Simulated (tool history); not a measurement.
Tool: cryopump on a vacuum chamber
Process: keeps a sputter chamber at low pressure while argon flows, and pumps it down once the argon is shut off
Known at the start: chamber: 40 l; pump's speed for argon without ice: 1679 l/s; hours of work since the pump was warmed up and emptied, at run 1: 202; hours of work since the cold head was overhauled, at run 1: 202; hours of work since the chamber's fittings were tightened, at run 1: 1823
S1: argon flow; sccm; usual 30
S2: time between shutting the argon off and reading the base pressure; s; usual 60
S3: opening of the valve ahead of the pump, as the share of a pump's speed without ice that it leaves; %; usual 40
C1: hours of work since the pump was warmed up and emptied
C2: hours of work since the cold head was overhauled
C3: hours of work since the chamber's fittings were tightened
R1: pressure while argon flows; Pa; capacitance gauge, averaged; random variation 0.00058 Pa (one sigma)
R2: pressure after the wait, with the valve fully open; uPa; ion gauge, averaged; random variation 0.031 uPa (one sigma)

{"run": 1, "day": 0.0, "S1": 30, "S2": 60, "S3": 40, "C1": 202, "C2": 202, "C3": 1823, "R1": 0.0797, "R2": 4.06}
{"run": 2, "day": 0.362, "S1": 30, "S2": 60, "S3": 24, "C1": 206, "C2": 206, "C3": 1827, "R1": 0.1302, "R2": 3.89}
{"run": 3, "day": 1.054, "S1": 30, "S2": 60, "S3": 25, "C1": 213, "C2": 213, "C3": 1834, "R1": 0.1262, "R2": 4.02}
{"run": 4, "day": 1.462, "S1": 30, "S2": 60, "S3": 25, "C1": 218, "C2": 218, "C3": 1839, "R1": 0.1252, "R2": 4.04}
{"run": 5, "day": 1.75, "S1": 30, "S2": 60, "S3": 25, "C1": 221, "C2": 221, "C3": 1842, "R1": 0.1256, "R2": 3.92}
{"run": 6, "day": 2.208, "S1": 30, "S2": 60, "S3": 25, "C1": 226, "C2": 226, "C3": 1847, "R1": 0.1265, "R2": 4.12}
{"run": 7, "day": 2.662, "S1": 30, "S2": 60, "S3": 25, "C1": 231, "C2": 231, "C3": 1852, "R1": 0.1264, "R2": 4.06}
{"run": 8, "day": 3.321, "S1": 30, "S2": 60, "S3": 25, "C1": 238, "C2": 238, "C3": 1859, "R1": 0.1264, "R2": 4.05}
{"run": 9, "day": 3.871, "S1": 30, "S2": 60, "S3": 25, "C1": 244, "C2": 244, "C3": 1865, "R1": 0.1261, "R2": 4.15}
{"run": 10, "day": 4.438, "S1": 30, "S2": 60, "S3": 25, "C1": 250, "C2": 250, "C3": 1871, "R1": 0.1273, "R2": 4.04}
{"run": 11, "day": 4.921, "S1": 30, "S2": 25, "S3": 40, "C1": 256, "C2": 256, "C3": 1876, "R1": 0.0805, "R2": 6.08}
{"run": 12, "day": 5.567, "S1": 30, "S2": 60, "S3": 40, "C1": 263, "C2": 263, "C3": 1883, "R1": 0.0824, "R2": 4.17}
{"run": 13, "day": 6.196, "S1": 30, "S2": 60, "S3": 40, "C1": 269, "C2": 269, "C3": 1890, "R1": 0.0811, "R2": 4.02}
{"run": 14, "day": 6.8, "S1": 27, "S2": 60, "S3": 40, "C1": 276, "C2": 276, "C3": 1897, "R1": 0.0736, "R2": 4.26}
{"run": 15, "day": 7.267, "S1": 27, "S2": 60, "S3": 40, "C1": 281, "C2": 281, "C3": 1902, "R1": 0.0736, "R2": 4.28}
{"run": 16, "day": 7.612, "S1": 27, "S2": 60, "S3": 40, "C1": 285, "C2": 285, "C3": 1906, "R1": 0.0732, "R2": 4.28}
{"run": 17, "day": 8.021, "S1": 40, "S2": 60, "S3": 40, "C1": 289, "C2": 289, "C3": 1910, "R1": 0.1098, "R2": 4.14}
{"run": 18, "day": 8.475, "S1": 24, "S2": 26, "S3": 40, "C1": 294, "C2": 294, "C3": 1915, "R1": 0.0655, "R2": 6.19}
{"run": 19, "day": 8.792, "S1": 30, "S2": 32, "S3": 29, "C1": 298, "C2": 298, "C3": 1918, "R1": 0.1109, "R2": 5.47}
{"run": 20, "day": 9.338, "S1": 15, "S2": 85, "S3": 31, "C1": 304, "C2": 304, "C3": 1924, "R1": 0.0524, "R2": 3.85}
{"run": 21, "day": 9.675, "S1": 15, "S2": 27, "S3": 31, "C1": 307, "C2": 307, "C3": 1928, "R1": 0.0517, "R2": 5.86}
{"run": 22, "day": 10.162, "S1": 30, "S2": 43, "S3": 17, "C1": 313, "C2": 313, "C3": 1933, "R1": 0.1846, "R2": 4.87}
{"run": 23, "day": 10.792, "S1": 30, "S2": 43, "S3": 17, "C1": 320, "C2": 320, "C3": 1940, "R1": 0.1859, "R2": 4.95}
{"run": 24, "day": 11.175, "S1": 20, "S2": 83, "S3": 38, "C1": 324, "C2": 324, "C3": 1944, "R1": 0.0578, "R2": 3.94}
{"run": 25, "day": 11.525, "S1": 59, "S2": 135, "S3": 27, "C1": 328, "C2": 328, "C3": 1948, "R1": 0.2367, "R2": 3.64}
{"run": 26, "day": 12.192, "S1": 23, "S2": 135, "S3": 24, "C1": 335, "C2": 335, "C3": 1956, "R1": 0.1027, "R2": 3.54}
{"run": 27, "day": 12.688, "S1": 23, "S2": 135, "S3": 24, "C1": 340, "C2": 340, "C3": 1961, "R1": 0.1016, "R2": 3.72}
{"run": 28, "day": 13.125, "S1": 41, "S2": 229, "S3": 51, "C1": 345, "C2": 345, "C3": 1966, "R1": 0.0929, "R2": 3.29}
{"run": 29, "day": 13.692, "S1": 30, "S2": 103, "S3": 39, "C1": 351, "C2": 351, "C3": 1972, "R1": 0.0854, "R2": 4.03}
{"run": 30, "day": 14.125, "S1": 48, "S2": 21, "S3": 34, "C1": 356, "C2": 356, "C3": 1977, "R1": 0.1559, "R2": 7.26}
{"run": 31, "day": 14.746, "S1": 16, "S2": 60, "S3": 30, "C1": 363, "C2": 363, "C3": 1983, "R1": 0.0574, "R2": 4.54}
{"run": 32, "day": 15.433, "S1": 16, "S2": 60, "S3": 30, "C1": 370, "C2": 370, "C3": 1991, "R1": 0.0588, "R2": 4.5}

5 ways to go on from here, each from the tool as it stands after run 32. What would each give?
{"run": "A", "day": 15.8, "S1": 47, "S2": 155, "S3": 43, "C1": 374, "C2": 374, "C3": 1995, "R1": "?", "R2": "?"}
{"run": "B", "day": 15.8, "S1": 34, "S2": 60, "S3": 59, "C1": 374, "C2": 374, "C3": 1995, "R1": "?", "R2": "?"}
{"run": "C", "day": 15.8, "S1": 42, "S2": 66, "S3": 30, "C1": 374, "C2": 374, "C3": 1995, "R1": "?", "R2": "?"}
{"run": "D", "day": 15.8, "S1": 16, "S2": 91, "S3": 23, "C1": 374, "C2": 374, "C3": 1995, "R1": "?", "R2": "?"}
{"run": "E", "day": 15.8, "S1": 30, "S2": 225, "S3": 40, "C1": 374, "C2": 374, "C3": 1995, "R1": "?", "R2": "?"}

run=A R1=0.1247 R2=3.64
run=B R1=0.0689 R2=4.63
run=C R1=0.1538 R2=4.53
run=D R1=0.0752 R2=4.06
run=E R1=0.085 R2=3.47
Without the tool's hidden state the same runs would have given:
run=A R1=0.1101 R2=0.7
run=B R1=0.0584 R2=1.59
run=C R1=0.1408 R2=1.5
run=D R1=0.0702 R2=1.09
run=E R1=0.0757 R2=0.52

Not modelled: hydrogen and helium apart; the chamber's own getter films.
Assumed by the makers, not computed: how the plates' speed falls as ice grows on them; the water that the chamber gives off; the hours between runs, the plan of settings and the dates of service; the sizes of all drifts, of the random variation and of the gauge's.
